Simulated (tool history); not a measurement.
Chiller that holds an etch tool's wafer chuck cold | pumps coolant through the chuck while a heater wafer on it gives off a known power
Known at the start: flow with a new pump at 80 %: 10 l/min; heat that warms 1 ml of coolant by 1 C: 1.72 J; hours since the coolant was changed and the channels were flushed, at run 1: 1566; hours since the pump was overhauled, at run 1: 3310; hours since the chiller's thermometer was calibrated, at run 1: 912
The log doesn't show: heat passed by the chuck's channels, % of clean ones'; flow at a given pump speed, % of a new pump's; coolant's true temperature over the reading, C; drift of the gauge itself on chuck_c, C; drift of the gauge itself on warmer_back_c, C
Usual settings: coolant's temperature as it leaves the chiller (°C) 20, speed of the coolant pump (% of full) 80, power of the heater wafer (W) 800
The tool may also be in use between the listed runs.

run	hour	coolant's temperature as it leaves the chiller (°C)	speed of the coolant pump (% of full)	power of the heater wafer (W)	hours since the coolant was changed and the channels were flushed	hours since the pump was overhauled	hours since the chiller's thermometer was calibrated	chuck's temperature once it has settled (°C)	how much warmer the coolant comes back (C)
1	0.0	20	80	800	1566	3310	912	30.29	2.84
2	148.4	20	77	800	1714	3458	1061	30.55	2.92
3	302.0	20	77	800	1868	3612	1214	30.69	2.96
4	462.7	20	77	800	2028	3773	1375	30.81	2.96
5	624.2	20	75	800	2190	3934	1536	30.95	3.06
6	704.6	20	75	800	2270	4014	1617	30.91	3.01
7	797.4	20	75	800	2363	4107	1710	30.80	3.04
8	925.2	20	75	800	2491	4235	1837	30.82	3.06
9	1016.0	20	75	800	2582	4326	1928	31.12	3.04
10	1159.9	20	75	800	2725	4470	2072	31.09	3.05
11	1286.0	20	62	800	2852	4596	2198	32.95	3.71
12	1448.4	28	62	800	3014	4758	2361	40.70	3.69
13	1580.1	20	90	800	3146	4890	2492	29.33	2.53
14	1687.0	20	90	858	3253	4997	2599	30.14	2.72
15	1799.3	20	80	800	3365	5109	2712	30.35	2.90
16	1952.7	14	72	656	3518	5263	2865	23.50	2.63
17	2142.4	25	94	672	3708	5452	3055	32.71	2.06
18	2293.3	21	72	672	3859	5603	3206	30.64	2.66
19	2425.0	21	72	672	3991	5735	3337	30.74	2.69
20	2559.3	21	70	517	4125	5869	3472	28.47	2.15
21	2689.7	17	64	735	4255	6000	3602	28.69	3.32
22	2813.4	20	70	702	4379	6123	3726	30.25	2.93
23	2940.0	28	80	560	4506	6250	3852	35.35	2.06
24	3024.2	20	60	800	4590	6334	3936	33.51	3.86
25	3114.3	20	60	800	4680	6424	4027	33.52	3.91
26	3239.9	13	61	597	4805	6550	4152	22.88	2.83
27	3395.0	19	97	800	4961	6705	4307	27.94	2.39
28	3485.3	18	98	627	5051	6795	4398	25.09	1.84
29	3618.5	18	83	1023	5184	6928	4531	31.22	3.59

3 ways to go on from here, each from the tool as it stands after run 29. What would each give?
A	3762.8	20	79	1000	5328	7073	4675	?	?
B	3762.8	14	76	800	5328	7073	4675	?	?
C	3762.8	22	62	626	5328	7073	4675	?	?

run	chuck's temperature once it has settled (°C)	how much warmer the coolant comes back (C)
A	33.66	3.66
B	25.20	3.03
C	32.33	2.92
Without the tool's hidden state the same runs would have given:
run	chuck's temperature once it has settled (°C)	how much warmer the coolant comes back (C)
A	32.88	3.51
B	24.60	2.90
C	31.80	2.81

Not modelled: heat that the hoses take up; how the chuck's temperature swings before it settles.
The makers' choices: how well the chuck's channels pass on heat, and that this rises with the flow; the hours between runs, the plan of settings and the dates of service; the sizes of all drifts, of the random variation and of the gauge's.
